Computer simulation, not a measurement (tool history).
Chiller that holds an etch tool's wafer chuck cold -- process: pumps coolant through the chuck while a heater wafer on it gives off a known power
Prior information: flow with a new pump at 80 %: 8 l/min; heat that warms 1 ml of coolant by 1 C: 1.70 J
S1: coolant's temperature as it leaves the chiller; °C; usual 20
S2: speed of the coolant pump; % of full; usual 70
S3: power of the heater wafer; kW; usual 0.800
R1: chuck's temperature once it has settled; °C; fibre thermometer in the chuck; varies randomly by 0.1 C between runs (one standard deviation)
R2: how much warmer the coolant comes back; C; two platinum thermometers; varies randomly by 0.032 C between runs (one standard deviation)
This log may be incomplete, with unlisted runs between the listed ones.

{"run": 1, "hour": 0.0, "S1": 20, "S2": 70, "S3": 0.8, "R1": 27.2, "R2": 4.13}
{"run": 2, "hour": 30.7, "S1": 20, "S2": 70, "S3": 0.8, "R1": 27.3, "R2": 4.11}
{"run": 3, "hour": 55.3, "S1": 20, "S2": 70, "S3": 0.8, "R1": 27.3, "R2": 4.17}
{"run": 4, "hour": 90.2, "S1": 20, "S2": 70, "S3": 0.8, "R1": 27.5, "R2": 4.06}
{"run": 5, "hour": 111.4, "S1": 20, "S2": 70, "S3": 0.426, "R1": 24.1, "R2": 2.16}
{"run": 6, "hour": 140.7, "S1": 20, "S2": 70, "S3": 1.032, "R1": 29.3, "R2": 5.29}
{"run": 7, "hour": 160.4, "S1": 20, "S2": 70, "S3": 1.032, "R1": 29.1, "R2": 5.26}
{"run": 8, "hour": 187.4, "S1": 20, "S2": 70, "S3": 1.032, "R1": 29.2, "R2": 5.33}
{"run": 9, "hour": 205.6, "S1": 20, "S2": 70, "S3": 1.032, "R1": 29.2, "R2": 5.24}
{"run": 10, "hour": 232.7, "S1": 20, "S2": 70, "S3": 1.032, "R1": 29.4, "R2": 5.24}
{"run": 11, "hour": 268.3, "S1": 20, "S2": 70, "S3": 1.032, "R1": 29.3, "R2": 5.31}
{"run": 12, "hour": 296.0, "S1": 20, "S2": 75, "S3": 0.8, "R1": 27.1, "R2": 3.8}
{"run": 13, "hour": 311.9, "S1": 20, "S2": 70, "S3": 0.8, "R1": 27.2, "R2": 4.1}
{"run": 14, "hour": 328.3, "S1": 20, "S2": 70, "S3": 0.8, "R1": 27.3, "R2": 4.11}
{"run": 15, "hour": 362.7, "S1": 28, "S2": 88, "S3": 0.406, "R1": 31.2, "R2": 1.62}
{"run": 16, "hour": 384.7, "S1": 15, "S2": 84, "S3": 0.761, "R1": 21.0, "R2": 3.2}
{"run": 17, "hour": 419.3, "S1": 20, "S2": 89, "S3": 0.8, "R1": 26.1, "R2": 3.2}
{"run": 18, "hour": 455.2, "S1": 20, "S2": 89, "S3": 0.8, "R1": 26.2, "R2": 3.14}
{"run": 19, "hour": 472.8, "S1": 20, "S2": 84, "S3": 0.8, "R1": 26.5, "R2": 3.35}
{"run": 20, "hour": 494.5, "S1": 15, "S2": 88, "S3": 0.8, "R1": 21.2, "R2": 3.21}
{"run": 21, "hour": 525.4, "S1": 19, "S2": 67, "S3": 0.47, "R1": 23.7, "R2": 2.56}
{"run": 22, "hour": 543.4, "S1": 19, "S2": 67, "S3": 0.511, "R1": 23.9, "R2": 2.78}
{"run": 23, "hour": 561.0, "S1": 10, "S2": 68, "S3": 1.194, "R1": 20.9, "R2": 6.38}
{"run": 24, "hour": 589.0, "S1": 13, "S2": 68, "S3": 1.194, "R1": 24.0, "R2": 6.33}
{"run": 25, "hour": 624.5, "S1": 13, "S2": 68, "S3": 1.194, "R1": 24.1, "R2": 6.37}
{"run": 26, "hour": 658.9, "S1": 27, "S2": 83, "S3": 0.8, "R1": 33.5, "R2": 3.47}
{"run": 27, "hour": 693.0, "S1": 20, "S2": 78, "S3": 0.601, "R1": 25.2, "R2": 2.74}

Alternative continuations, all from the tool just after run 27; predict every row:
{"run": "A", "hour": 718.7, "S1": 17, "S2": 64, "S3": 0.425, "R1": "?", "R2": "?"}
{"run": "B", "hour": 718.7, "S1": 20, "S2": 78, "S3": 0.809, "R1": "?", "R2": "?"}
{"run": "C", "hour": 718.7, "S1": 25, "S2": 98, "S3": 0.959, "R1": "?", "R2": "?"}
{"run": "D", "hour": 718.7, "S1": 21, "S2": 74, "S3": 1.004, "R1": "?", "R2": "?"}
{"run": "E", "hour": 718.7, "S1": 20, "S2": 83, "S3": 0.662, "R1": "?", "R2": "?"}

run=A R1=21.5 R2=2.44
run=B R1=26.7 R2=3.71
run=C R1=31.8 R2=3.43
run=D R1=29.7 R2=4.79
run=E R1=25.4 R2=2.86
With the hidden condition removed and each run's random variation left untouched, the same runs would have given:
run=A R1=20.8 R2=2.42
run=B R1=25.9 R2=3.68
run=C R1=30.9 R2=3.40
run=D R1=28.8 R2=4.75
run=E R1=24.7 R2=2.83

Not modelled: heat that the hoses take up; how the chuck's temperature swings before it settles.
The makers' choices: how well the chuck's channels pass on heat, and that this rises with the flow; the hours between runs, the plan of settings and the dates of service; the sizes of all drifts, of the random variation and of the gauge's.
